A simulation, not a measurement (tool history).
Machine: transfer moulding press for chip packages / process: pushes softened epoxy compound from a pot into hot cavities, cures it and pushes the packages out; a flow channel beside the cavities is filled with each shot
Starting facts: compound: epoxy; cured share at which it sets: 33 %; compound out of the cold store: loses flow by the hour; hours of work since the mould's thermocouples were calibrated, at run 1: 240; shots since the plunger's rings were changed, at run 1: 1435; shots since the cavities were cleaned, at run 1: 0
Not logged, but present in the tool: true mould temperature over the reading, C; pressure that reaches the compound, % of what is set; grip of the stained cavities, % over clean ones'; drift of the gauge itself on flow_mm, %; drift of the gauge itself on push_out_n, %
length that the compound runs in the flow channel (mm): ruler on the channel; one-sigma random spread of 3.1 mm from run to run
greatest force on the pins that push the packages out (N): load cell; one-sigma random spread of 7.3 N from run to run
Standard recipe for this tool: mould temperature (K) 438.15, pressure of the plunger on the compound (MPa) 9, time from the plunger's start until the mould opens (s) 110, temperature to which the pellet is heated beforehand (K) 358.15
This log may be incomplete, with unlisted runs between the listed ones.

| run | hour | mould temperature (K) | pressure of the plunger on the compound (MPa) | time from the plunger's start until the mould opens (s) | temperature to which the pellet is heated beforehand (K) | hours of work since the mould's thermocouples were calibrated | shots since the plunger's rings were changed | shots since the cavities were cleaned | incoming compound's hours out of the cold store | length that the compound runs in the flow channel (mm) | greatest force on the pins that push the packages out (N) |
|---|---|---|---|---|---|---|---|---|---|---|---|
| 1 | 0 | 438.15 | 9 | 110 | 358.15 | 240 | 1435 | 0 | 34.2 | 499 | 307 |
| 2 | 24.4 | 438.15 | 9 | 110 | 358.15 | 255 | 1699 | 264 | 36.3 | 500 | 412 |
| 3 | 54.5 | 438.15 | 9 | 110 | 358.15 | 274 | 2024 | 589 | 27.9 | 498 | 518 |
|  | 69.3 | cavities cleaned with cleaning compound and waxed |
| 4 | 90.7 | 438.15 | 9 | 110 | 358.15 | 296 | 2400 | 232 | 21.5 | 503 | 684 |
| 5 | 129.2 | 438.15 | 9 | 110 | 358.15 | 320 | 2816 | 648 | 36.9 | 486 | 650 |
|  | 138.4 | cavities cleaned with cleaning compound and waxed |
|  | 172.9 | cavities cleaned with cleaning compound and waxed, once more |
| 6 | 174.2 | 438.15 | 9 | 110 | 358.15 | 347 | 3270 | 14 | 44.2 | 469 | 304 |
| 7 | 205.2 | 438.15 | 9 | 110 | 348.15 | 366 | 3606 | 350 | 15.5 | 504 | 458 |
| 8 | 237.3 | 438.15 | 9 | 110 | 348.15 | 386 | 3953 | 697 | 21.7 | 495 | 539 |
|  | 243.9 | cavities cleaned with cleaning compound and waxed |
|  | 256.5 | plunger's sealing rings changed |
| 9 | 288.6 | 444.15 | 9 | 110 | 358.15 | 416 | 348 | 456 | 14.8 | 524 | 383 |
|  | 318 | cavities cleaned with cleaning compound and waxed |
| 10 | 318.5 | 438.15 | 8.04 | 110 | 358.15 | 434 | 655 | 5 | 15.1 | 503 | 311 |
| 11 | 372.3 | 438.15 | 8.04 | 110 | 358.15 | 468 | 1237 | 587 | 40.3 | 458 | 501 |
|  | 388.1 | cavities cleaned with cleaning compound and waxed |
| 12 | 417.4 | 438.15 | 8.04 | 110 | 358.15 | 495 | 1709 | 318 | 46.2 | 457 | 435 |
| 13 | 454.1 | 438.15 | 8.04 | 145 | 358.15 | 518 | 2105 | 714 | 44.6 | 454 | 402 |
|  | 458.3 | cavities cleaned with cleaning compound and waxed |
|  | 469.2 | mould's thermocouples calibrated |
| 14 | 502.2 | 438.15 | 8.04 | 145 | 358.15 | 21 | 2588 | 453 | 18.1 | 489 | 381 |
|  | 531 | cavities cleaned with cleaning compound and waxed |
| 15 | 548.8 | 438.15 | 9 | 140 | 367.15 | 49 | 3076 | 193 | 24.6 | 505 | 327 |
|  | 600.8 | cavities cleaned with cleaning compound and waxed |
| 16 | 607.1 | 444.15 | 10.33 | 101 | 354.15 | 85 | 3690 | 67 | 19 | 522 | 313 |
| 17 | 639.8 | 440.15 | 9.46 | 110 | 365.15 | 105 | 4045 | 422 | 36.7 | 479 | 424 |
|  | 651.8 | plunger's sealing rings changed |
| 18 | 666.3 | 438.15 | 9 | 137 | 352.15 | 120 | 157 | 681 | 43.4 | 509 | 418 |
|  | 672.9 | cavities cleaned with cleaning compound and waxed |
| 19 | 698.8 | 438.15 | 9 | 137 | 356.15 | 140 | 492 | 280 | 16.9 | 533 | 342 |
| 20 | 726.5 | 438.15 | 9 | 137 | 356.15 | 157 | 792 | 580 | 28 | 517 | 382 |
|  | 744.2 | cavities cleaned with cleaning compound and waxed |
| 21 | 758.2 | 440.15 | 8.75 | 127 | 360.15 | 176 | 1119 | 152 | 43.5 | 482 | 299 |
| 22 | 785.7 | 440.15 | 8.75 | 150 | 365.15 | 193 | 1416 | 449 | 40.6 | 478 | 348 |
|  | 815 | cavities cleaned with cleaning compound and waxed |
| 23 | 818.6 | 440.15 | 8.75 | 150 | 365.15 | 213 | 1756 | 39 | 9.1 | 519 | 239 |
| 24 | 845.8 | 440.15 | 8.75 | 150 | 365.15 | 230 | 2050 | 333 | 26.4 | 488 | 323 |
| 25 | 872.5 | 437.15 | 9.93 | 110 | 358.15 | 247 | 2339 | 622 | 36.3 | 523 | 585 |
|  | 884 | cavities cleaned with cleaning compound and waxed |
| 26 | 925.9 | 438.15 | 9.9 | 114 | 358.15 | 280 | 2900 | 453 | 38.8 | 511 | 437 |
|  | 952.4 | cavities cleaned with cleaning compound and waxed |
| 27 | 966.6 | 438.15 | 9.9 | 114 | 358.15 | 304 | 3324 | 153 | 37.4 | 513 | 345 |

Consider 3 possible next runs. They are alternatives, not a sequence: every one starts from the tool as it was left by run 27. What does each give?
| A | 1012 | 438.15 | 9 | 98 | 358.15 | 333 | 3816 | 645 | 27.3 | ? | ? |
| B | 1012 | 431.15 | 10.85 | 104 | 358.15 | 333 | 3816 | 645 | 9.1 | ? | ? |
| C | 1012 | 438.15 | 6.93 | 114 | 358.15 | 333 | 3816 | 645 | 17.4 | ? | ? |

| run | length that the compound runs in the flow channel (mm) | greatest force on the pins that push the packages out (N) |
|---|---|---|
| A | 489 | 676 |
| B | 573 | 1004 |
| C | 445 | 512 |
With no hidden state in the tool, these same runs would have given:
| run | length that the compound runs in the flow channel (mm) | greatest force on the pins that push the packages out (N) |
|---|---|---|
| A | 526 | 400 |
| B | 617 | 594 |
| C | 478 | 301 |
